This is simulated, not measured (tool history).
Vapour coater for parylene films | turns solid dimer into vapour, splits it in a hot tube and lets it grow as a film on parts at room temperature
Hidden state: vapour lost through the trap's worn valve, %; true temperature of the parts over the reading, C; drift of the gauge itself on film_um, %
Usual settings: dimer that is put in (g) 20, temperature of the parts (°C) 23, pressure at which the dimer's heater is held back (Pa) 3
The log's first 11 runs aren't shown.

run,hour,dimer that is put in (g),temperature of the parts (°C),pressure at which the dimer's heater is held back (Pa),hours of work since the trap's valve was overhauled,hours of work since the table's thermometer was calibrated,thickness of the film (nm)
12,244.9,20,23,3,197,319,9500
13,277.2,20,23,3,214,336,9240
14,313.9,20,32,3,234,356,8030
15,350.3,20,32,3,253,375,7950
16,366.6,15,32,6.27,262,384,5200
17,395.6,15,32,6.27,277,400,5070
18,432.9,9,17,6.27,297,420,4010
19,456,20,30,6.62,310,432,7000
20,474.4,25,17,7.23,320,442,10880
21,492.1,20,18,3.02,329,451,9830
22,512,15,24,2.71,340,462,6730
23,534,19,23,3,352,474,8630
24,553.2,20,20,5.2,362,484,8570
25,585.3,20,27,5.61,379,501,7450
26,623.5,20,16,3,400,522,10020
27,661.3,20,16,3,420,542,10010
28,686.8,28,29,2.93,433,556,11390
29,707.5,28,26,3,445,567,11980
30,724.3,10,19,3,454,576,4740

3 ways to go on from here, each from the tool as it stands after run 30. What would each give?
A,751.3,20,19,7.95,468,590,?
B,751.3,20,22,11.89,468,590,?
C,751.3,29,26,5.45,468,590,?

run,thickness of the film (nm)
A,7900
B,6870
C,10790
Without the tool's hidden state the same runs would have given:
run,thickness of the film (nm)
A,8940
B,7760
C,12200

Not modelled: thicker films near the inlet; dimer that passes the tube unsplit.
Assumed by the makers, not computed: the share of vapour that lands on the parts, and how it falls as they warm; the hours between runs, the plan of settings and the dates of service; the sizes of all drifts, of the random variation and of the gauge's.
